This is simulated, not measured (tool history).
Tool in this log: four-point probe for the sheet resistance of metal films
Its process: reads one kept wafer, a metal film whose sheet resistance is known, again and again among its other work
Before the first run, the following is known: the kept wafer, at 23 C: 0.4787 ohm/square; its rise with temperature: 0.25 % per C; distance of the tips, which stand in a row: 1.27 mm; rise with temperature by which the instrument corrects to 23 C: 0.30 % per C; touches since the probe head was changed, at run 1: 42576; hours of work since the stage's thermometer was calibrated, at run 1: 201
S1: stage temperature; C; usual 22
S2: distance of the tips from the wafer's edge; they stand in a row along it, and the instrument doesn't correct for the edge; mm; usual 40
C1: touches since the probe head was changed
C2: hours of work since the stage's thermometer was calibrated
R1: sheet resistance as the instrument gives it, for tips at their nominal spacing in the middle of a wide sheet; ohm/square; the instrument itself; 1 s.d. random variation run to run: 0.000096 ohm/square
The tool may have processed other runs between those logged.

run 1 day=0 | S1=22 S2=40 | C1=42576 C2=201 | R1=0.479449
run 2 day=0.454 | S1=22 S2=40 | C1=42890 C2=205 | R1=0.479253
run 3 day=0.817 | S1=22 S2=40 | C1=43145 C2=209 | R1=0.479091
run 4 day=1.462 | S1=22 S2=40 | C1=43593 C2=215 | R1=0.478969
run 5 day=2.079 | S1=22 S2=40 | C1=44024 C2=222 | R1=0.479237
run 6 day=2.429 | S1=22 S2=40 | C1=44268 C2=225 | R1=0.479407
run 7 day=2.958 | S1=22 S2=40 | C1=44637 C2=231 | R1=0.479345
run 8 day=3.296 | S1=24 S2=40 | C1=44869 C2=234 | R1=0.479036
run 9 day=3.979 | S1=24 S2=40 | C1=45347 C2=241 | R1=0.478776
run 10 day=4.471 | S1=22 S2=22 | C1=45688 C2=246 | R1=0.479796
run 11 day=5.15 | S1=22 S2=22 | C1=46161 C2=253 | R1=0.47977
run 12 day=5.554 | S1=22 S2=22 | C1=46443 C2=257 | R1=0.479899
run 13 day=6.162 | S1=22 S2=22 | C1=46866 C2=263 | R1=0.479849
run 14 day=6.646 | S1=22 S2=22 | C1=47205 C2=268 | R1=0.479718
run 15 day=7 | S1=26 S2=13 | C1=47449 C2=271 | R1=0.480643
run 16 day=7.533 | S1=19 S2=36 | C1=47821 C2=277 | R1=0.479916
run 17 day=8.217 | S1=19 S2=36 | C1=48298 C2=284 | R1=0.47994
run 18 day=8.725 | S1=19 S2=36 | C1=48652 C2=289 | R1=0.480071
run 19 day=9.221 | S1=19 S2=36 | C1=48998 C2=294 | R1=0.47995
run 20 day=9.538 | S1=20 S2=6 | C1=49218 C2=297 | R1=0.490775
run 21 day=9.879 | S1=25 S2=49 | C1=49454 C2=300 | R1=0.47853
run 22 day=10.592 | S1=21 S2=4 | C1=49950 C2=308 | R1=0.503872
run 23 day=10.942 | S1=22 S2=5 | C1=50194 C2=311 | R1=0.494979
run 24 day=11.517 | S1=20 S2=25 | C1=50595 C2=317 | R1=0.479857
run 25 day=11.988 | S1=34 S2=19 | C1=50922 C2=322 | R1=0.477537
run 26 day=12.512 | S1=19 S2=25 | C1=51289 C2=327 | R1=0.480316
run 27 day=12.938 | S1=27 S2=38 | C1=51584 C2=331 | R1=0.478247

Consider 4 possible next runs. They are alternatives, not a sequence: every one starts from the tool as it was left by run 27. What does each give?
run A day=13.267 | S1=21 S2=4 | C1=51813 C2=335 | R1=?
run B day=13.267 | S1=34 S2=12 | C1=51813 C2=335 | R1=?
run C day=13.267 | S1=19 S2=8 | C1=51813 C2=335 | R1=?
run D day=13.267 | S1=22 S2=40 | C1=51813 C2=335 | R1=?

run=A R1=0.503815
run=B R1=0.479198
run=C R1=0.486166
run=D R1=0.4792
With the hidden condition removed and each run's random variation left untouched, the same runs would have given:
run=A R1=0.503749
run=B R1=0.479134
run=C R1=0.486101
run=D R1=0.479136
